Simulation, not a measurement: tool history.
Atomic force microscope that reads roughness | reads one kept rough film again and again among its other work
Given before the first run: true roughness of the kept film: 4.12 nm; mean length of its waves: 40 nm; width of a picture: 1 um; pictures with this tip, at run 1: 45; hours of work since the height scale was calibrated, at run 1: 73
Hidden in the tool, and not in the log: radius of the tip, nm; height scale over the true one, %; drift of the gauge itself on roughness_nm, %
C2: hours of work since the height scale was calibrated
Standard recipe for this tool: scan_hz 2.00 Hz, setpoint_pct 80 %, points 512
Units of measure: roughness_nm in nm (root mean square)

Run 1, day 0.000: usual settings; pictures with this tip 45; C2 73. Result: roughness_nm 2.896 nm (root mean square).
Run 2, day 0.517: usual settings; pictures with this tip 68; C2 82. Result: roughness_nm 2.851 nm (root mean square).
Run 3, day 0.979: usual settings; pictures with this tip 89; C2 90. Result: roughness_nm 2.827 nm (root mean square).
Run 4, day 1.742: usual settings; pictures with this tip 123; C2 104. Result: roughness_nm 2.756 nm (root mean square).
Run 5, day 2.433: usual settings but setpoint_pct 56 %; pictures with this tip 153; C2 116. Result: roughness_nm 3.175 nm (root mean square).
Run 6, day 3.292: usual settings but setpoint_pct 56 %; pictures with this tip 192; C2 132. Result: roughness_nm 3.134 nm (root mean square).
At day 3.512: new tip fitted.
Run 7, day 4.208: usual settings but setpoint_pct 56 %; pictures with this tip 31; C2 148. Result: roughness_nm 3.457 nm (root mean square).
Run 8, day 4.925: usual settings but setpoint_pct 56 %; pictures with this tip 63; C2 160. Result: roughness_nm 3.418 nm (root mean square).
Run 9, day 5.862: usual settings but setpoint_pct 56 %; pictures with this tip 105; C2 177. Result: roughness_nm 3.325 nm (root mean square).
Run 10, day 6.429: usual settings but setpoint_pct 56 %; pictures with this tip 130; C2 187. Result: roughness_nm 3.234 nm (root mean square).
Run 11, day 6.933: usual settings but setpoint_pct 56 %; pictures with this tip 152; C2 196. Result: roughness_nm 3.202 nm (root mean square).
Run 12, day 7.388: usual settings but points 382; pictures with this tip 172; C2 204. Result: roughness_nm 2.706 nm (root mean square).
At day 8.004: new tip fitted.
Run 13, day 8.354: usual settings; pictures with this tip 16; C2 221. Result: roughness_nm 2.967 nm (root mean square).
Run 14, day 8.992: usual settings but setpoint_pct 85 %; pictures with this tip 44; C2 233. Result: roughness_nm 2.803 nm (root mean square).
Run 15, day 9.588: usual settings but setpoint_pct 85 %; pictures with this tip 71; C2 243. Result: roughness_nm 2.730 nm (root mean square).
Run 16, day 10.475: usual settings but setpoint_pct 85 %; pictures with this tip 110; C2 259. Result: roughness_nm 2.655 nm (root mean square).
Run 17, day 10.925: usual settings but setpoint_pct 85 %; pictures with this tip 130; C2 267. Result: roughness_nm 2.638 nm (root mean square).
Run 18, day 11.650: usual settings but setpoint_pct 85 %; pictures with this tip 163; C2 280. Result: roughness_nm 2.593 nm (root mean square).
Run 19, day 12.217: usual settings; pictures with this tip 188; C2 290. Result: roughness_nm 2.659 nm (root mean square).
At day 12.321: height scale calibrated on a step standard.
At day 12.529: new tip fitted.
Run 20, day 12.692: usual settings; pictures with this tip 7; C2 6. Result: roughness_nm 2.999 nm (root mean square).
Run 21, day 13.592: usual settings; pictures with this tip 47; C2 22. Result: roughness_nm 2.946 nm (root mean square).
At day 14.058: height scale calibrated on a step standard, once more.
Run 22, day 14.100: usual settings; pictures with this tip 68; C2 1. Result: roughness_nm 2.874 nm (root mean square).
Run 23, day 14.583: usual settings but scan_hz 0.72 Hz, setpoint_pct 88 %, points 636; pictures with this tip 90; C2 9. Result: roughness_nm 3.125 nm (root mean square).
Run 24, day 15.050: usual settings but scan_hz 1.61 Hz, setpoint_pct 69 %; pictures with this tip 111; C2 18. Result: roughness_nm 3.120 nm (root mean square).
Run 25, day 15.712: usual settings but setpoint_pct 58 %, points 755; pictures with this tip 140; C2 30. Result: roughness_nm 3.178 nm (root mean square).
Run 26, day 16.642: usual settings but scan_hz 1.51 Hz, setpoint_pct 58 %, points 755; pictures with this tip 182; C2 46. Result: roughness_nm 3.149 nm (root mean square).
At day 17.046: new tip fitted.
Run 27, day 17.588: usual settings but setpoint_pct 65 %; pictures with this tip 24; C2 63. Result: roughness_nm 3.333 nm (root mean square).
Run 28, day 18.488: usual settings but setpoint_pct 65 %; pictures with this tip 64; C2 79. Result: roughness_nm 3.222 nm (root mean square).
Run 29, day 19.050: usual settings but scan_hz 2.23 Hz, setpoint_pct 65 %; pictures with this tip 89; C2 89. Result: roughness_nm 3.155 nm (root mean square).
Run 30, day 19.833: usual settings but setpoint_pct 77 %, points 409; pictures with this tip 124; C2 103. Result: roughness_nm 2.860 nm (root mean square).
Run 31, day 20.750: usual settings but points 677; pictures with this tip 165; C2 119. Result: roughness_nm 2.725 nm (root mean square).
Run 32, day 21.250: usual settings but points 677; pictures with this tip 187; C2 128. Result: roughness_nm 2.693 nm (root mean square).
At day 21.567: new tip fitted.
Run 33, day 21.683: usual settings but scan_hz 0.60 Hz; pictures with this tip 5; C2 135. Result: roughness_nm 3.436 nm (root mean square).
Run 34, day 22.354: usual settings but scan_hz 0.60 Hz; pictures with this tip 35; C2 147. Result: roughness_nm 3.378 nm (root mean square).
Run 35, day 23.083: usual settings but scan_hz 1.01 Hz, setpoint_pct 58 %, points 774; pictures with this tip 67; C2 160. Result: roughness_nm 3.438 nm (root mean square).
Run 36, day 23.929: usual settings but scan_hz 0.75 Hz; pictures with this tip 105; C2 176. Result: roughness_nm 3.213 nm (root mean square).
Run 37, day 24.821: usual settings but scan_hz 0.75 Hz; pictures with this tip 145; C2 191. Result: roughness_nm 3.110 nm (root mean square).
Run 38, day 25.633: usual settings but scan_hz 1.42 Hz, setpoint_pct 73 %, points 870; pictures with this tip 181; C2 206. Result: roughness_nm 2.969 nm (root mean square).
At day 26.075: new tip fitted.
Run 39, day 26.112: usual settings but scan_hz 3.37 Hz, setpoint_pct 71 %; pictures with this tip 1; C2 214. Result: roughness_nm 2.985 nm (root mean square).
Run 40, day 27.050: usual settings but scan_hz 3.37 Hz, setpoint_pct 72 %; pictures with this tip 43; C2 231. Result: roughness_nm 2.901 nm (root mean square).
Run 41, day 27.704: usual settings but scan_hz 3.37 Hz, setpoint_pct 72 %; pictures with this tip 72; C2 242. Result: roughness_nm 2.823 nm (root mean square).
Run 42, day 28.388: usual settings but scan_hz 2.79 Hz, setpoint_pct 83 %, points 377; pictures with this tip 103; C2 255. Result: roughness_nm 2.523 nm (root mean square).

Each run again, without the hidden state but with its own random variation kept:
run  roughness_nm
  1         3.020
  2         3.025
  3         3.041
  4         3.027
  5         3.552
  6         3.584
  7         3.528
  8         3.561
  9         3.556
 10         3.519
 11         3.537
 12         3.028
 13         3.024
 14         2.909
 15         2.883
 16         2.874
 17         2.896
 18         2.905
 19         3.023
 20         3.015
 21         3.044
 22         3.021
 23         3.333
 24         3.374
 25         3.499
 26         3.564
 27         3.391
 28         3.372
 29         3.357
 30         3.107
 31         3.035
 32         3.039
 33         3.473
 34         3.486
 35         3.624
 36         3.466
 37         3.443
 38         3.360
 39         3.003
 40         2.997
 41         2.972
 42         2.708

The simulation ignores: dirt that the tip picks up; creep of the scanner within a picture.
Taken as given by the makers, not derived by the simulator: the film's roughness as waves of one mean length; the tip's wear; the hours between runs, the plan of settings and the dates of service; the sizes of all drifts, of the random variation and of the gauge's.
